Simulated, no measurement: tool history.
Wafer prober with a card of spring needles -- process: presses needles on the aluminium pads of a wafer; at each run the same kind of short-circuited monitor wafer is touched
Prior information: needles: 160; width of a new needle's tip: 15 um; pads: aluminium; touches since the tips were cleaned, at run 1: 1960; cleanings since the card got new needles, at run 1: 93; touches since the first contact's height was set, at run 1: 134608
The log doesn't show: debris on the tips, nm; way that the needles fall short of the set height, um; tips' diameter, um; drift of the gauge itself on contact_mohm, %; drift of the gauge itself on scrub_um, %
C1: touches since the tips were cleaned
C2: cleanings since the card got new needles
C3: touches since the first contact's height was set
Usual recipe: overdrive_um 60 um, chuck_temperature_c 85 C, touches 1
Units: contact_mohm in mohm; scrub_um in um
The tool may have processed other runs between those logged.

Run 1, hour 0.0: usual settings; C1 1960; C2 93; C3 134608. Result: contact_mohm 250 mohm, scrub_um 9.192 um.
At hour 7.0: height of the first contact set anew.
At hour 25.1: tips cleaned on abrasive film.
Run 2, hour 51.4: usual settings but chuck_temperature_c 63 C; C1 7134; C2 94; C3 12044. Result: contact_mohm 274 mohm, scrub_um 9.164 um.
At hour 56.9: tips cleaned on abrasive film.
At hour 88.6: tips cleaned on abrasive film.
At hour 126.0: tips cleaned on abrasive film.
Run 3, hour 142.1: usual settings but touches 2; C1 4373; C2 97; C3 36618. Result: contact_mohm 246 mohm, scrub_um 9.144 um.
At hour 157.8: tips cleaned on abrasive film.
At hour 191.9: tips cleaned on abrasive film.
Run 4, hour 219.0: usual settings; C1 7365; C2 99; C3 57472. Result: contact_mohm 280 mohm, scrub_um 9.130 um.
At hour 224.8: tips cleaned on abrasive film.
At hour 258.6: tips cleaned on abrasive film.
At hour 289.0: tips cleaned on abrasive film.
Run 5, hour 301.0: usual settings; C1 3266; C2 102; C3 79698. Result: contact_mohm 261 mohm, scrub_um 9.099 um.
At hour 319.1: tips cleaned on abrasive film.
At hour 337.5: height of the first contact set anew, once more.
At hour 351.9: tips cleaned on abrasive film.
At hour 383.2: tips cleaned on abrasive film.
Run 6, hour 398.0: usual settings; C1 4003; C2 105; C3 16380. Result: contact_mohm 264 mohm, scrub_um 9.304 um.
At hour 420.6: tips cleaned on abrasive film.
At hour 454.3: tips cleaned on abrasive film.
Run 7, hour 482.8: usual settings; C1 7763; C2 107; C3 39400. Result: contact_mohm 280 mohm, scrub_um 9.304 um.
At hour 490.2: tips cleaned on abrasive film.
At hour 526.4: tips cleaned on abrasive film.
At hour 557.8: tips cleaned on abrasive film.
Run 8, hour 583.9: usual settings but chuck_temperature_c 36 C; C1 7091; C2 110; C3 66788. Result: contact_mohm 272 mohm, scrub_um 9.269 um.
At hour 591.5: tips cleaned on abrasive film.
At hour 625.6: tips cleaned on abrasive film.
Run 9, hour 650.4: usual settings but chuck_temperature_c 36 C; C1 6745; C2 112; C3 84830. Result: contact_mohm 270 mohm, scrub_um 9.269 um.
At hour 658.0: tips cleaned on abrasive film.
At hour 690.0: tips cleaned on abrasive film.
At hour 721.6: tips cleaned on abrasive film.
Run 10, hour 730.7: usual settings but chuck_temperature_c 36 C; C1 2478; C2 115; C3 106581. Result: contact_mohm 256 mohm, scrub_um 9.228 um.
At hour 752.2: tips cleaned on abrasive film.
At hour 784.3: tips cleaned on abrasive film.
At hour 816.2: tips cleaned on abrasive film.
Run 11, hour 827.9: usual settings but overdrive_um 50 um, chuck_temperature_c 36 C; C1 3195; C2 118; C3 132928. Result: contact_mohm 280 mohm, scrub_um 7.650 um.
At hour 842.2: height of the first contact set anew.
At hour 847.2: tips cleaned on abrasive film.
At hour 879.8: tips cleaned on abrasive film.
Run 12, hour 901.3: usual settings but overdrive_um 50 um, chuck_temperature_c 36 C; C1 5856; C2 120; C3 16026. Result: contact_mohm 292 mohm, scrub_um 7.763 um.
At hour 911.8: tips cleaned on abrasive film.
At hour 943.8: tips cleaned on abrasive film.
Run 13, hour 965.4: usual settings but overdrive_um 50 um, chuck_temperature_c 36 C; C1 5854; C2 122; C3 33390. Result: contact_mohm 295 mohm, scrub_um 7.760 um.

What does the tool deliver on the next run?
At hour 980.0: tips cleaned on abrasive film.
At hour 1013.6: tips cleaned on abrasive film.
Run 14, hour 1032.6: usual settings but overdrive_um 51 um, chuck_temperature_c 84 C; C1 5168; C2 124; C3 51620. Result: contact_mohm ?, scrub_um ?.

Run 14 came out at contact_mohm 294 mohm, scrub_um 7.899 um.
With no hidden state in the tool, this same run would have given contact_mohm 214 mohm, scrub_um 7.947 um.
